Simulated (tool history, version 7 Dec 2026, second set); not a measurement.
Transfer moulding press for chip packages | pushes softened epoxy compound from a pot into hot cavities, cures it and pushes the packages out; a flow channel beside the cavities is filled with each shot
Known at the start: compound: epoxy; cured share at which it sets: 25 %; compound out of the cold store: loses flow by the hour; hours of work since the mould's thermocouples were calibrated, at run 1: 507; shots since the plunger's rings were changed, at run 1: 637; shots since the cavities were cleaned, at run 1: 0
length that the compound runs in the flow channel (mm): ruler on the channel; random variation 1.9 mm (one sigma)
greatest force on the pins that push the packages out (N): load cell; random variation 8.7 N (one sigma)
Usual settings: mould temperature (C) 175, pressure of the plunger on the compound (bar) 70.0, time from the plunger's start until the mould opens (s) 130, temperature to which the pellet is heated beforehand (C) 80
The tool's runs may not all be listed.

run   hour  mould temperature (C)  pressure of the plunger on the compound (bar)  time from the plunger's start until the mould opens (s)  temperature to which the pellet is heated beforehand (C)  hours of work since the mould's thermocouples were calibrated  shots since the plunger's rings were changed  shots since the cavities were cleaned  incoming compound's hours out of the cold store  length that the compound runs in the flow channel (mm)  greatest force on the pins that push the packages out (N)
  1    0.0                    175                                           70.0                                                      130                                                        80                                                            507                                           637                                      0                                             27.7                                                     652                                                        397
  2   43.8                    175                                           70.0                                                      130                                                        80                                                            531                                           984                                    347                                             24.6                                                     660                                                        544
  3   67.9                    175                                           70.0                                                      130                                                        80                                                            544                                          1176                                    539                                             45.9                                                     590                                                        623
  4  100.7                    175                                           70.0                                                      130                                                        80                                                            562                                          1436                                    799                                             17.6                                                     684                                                        705
     124.7  -- cavities cleaned with cleaning compound and waxed
  5  157.4                    175                                           70.0                                                      130                                                        89                                                            592                                          1875                                    260                                             27.7                                                     644                                                        882
  6  181.6                    175                                           70.0                                                      130                                                        80                                                            605                                          2067                                    452                                             39.6                                                     603                                                        875
     208.3  -- mould's thermocouples calibrated
  7  213.8                    175                                           70.0                                                      130                                                        80                                                              3                                          2306                                    691                                             45.6                                                     582                                                        808
     252.7  -- cavities cleaned with cleaning compound and waxed
  8  262.2                    180                                           70.0                                                      163                                                        83                                                             29                                          2678                                     75                                             31.6                                                     611                                                        375
  9  299.5                    180                                           70.0                                                      163                                                        83                                                             49                                          2974                                    371                                             45.7                                                     564                                                        498
 10  337.2                    182                                           81.3                                                      163                                                        83                                                             70                                          3273                                    670                                             16.4                                                     708                                                        601
     379.8  -- cavities cleaned with cleaning compound and waxed
 11  389.1                    178                                           85.4                                                      124                                                        73                                                             97                                          3674                                     75                                             20.9                                                     718                                                        412
     410.7  -- plunger's sealing rings changed
     437.9  -- cavities cleaned with cleaning compound and waxed, once more
 12  440.7                    178                                           85.4                                                      140                                                        73                                                            124                                           226                                     22                                             30.6                                                     694                                                        379

3 ways to go on from here, each from the tool as it stands after run 12. What would each give?
  A  489.7                    178                                           55.8                                                      134                                                        86                                                            150                                           615                                    411                                             32.1                                                       ?                                                          ?
  B  489.7                    178                                           55.6                                                      140                                                        73                                                            150                                           615                                    411                                             47.4                                                       ?                                                          ?
  C  489.7                    177                                           85.4                                                      163                                                        83                                                            150                                           615                                    411                                             44.2                                                       ?                                                          ?

run  length that the compound runs in the flow channel (mm)  greatest force on the pins that push the packages out (N)
  A                                                     557                                                        525
  B                                                     511                                                        512
  C                                                     648                                                        506
Without the tool's hidden state the same runs would have given:
run  length that the compound runs in the flow channel (mm)  greatest force on the pins that push the packages out (N)
  A                                                     560                                                        358
  B                                                     514                                                        346
  C                                                     652                                                        344

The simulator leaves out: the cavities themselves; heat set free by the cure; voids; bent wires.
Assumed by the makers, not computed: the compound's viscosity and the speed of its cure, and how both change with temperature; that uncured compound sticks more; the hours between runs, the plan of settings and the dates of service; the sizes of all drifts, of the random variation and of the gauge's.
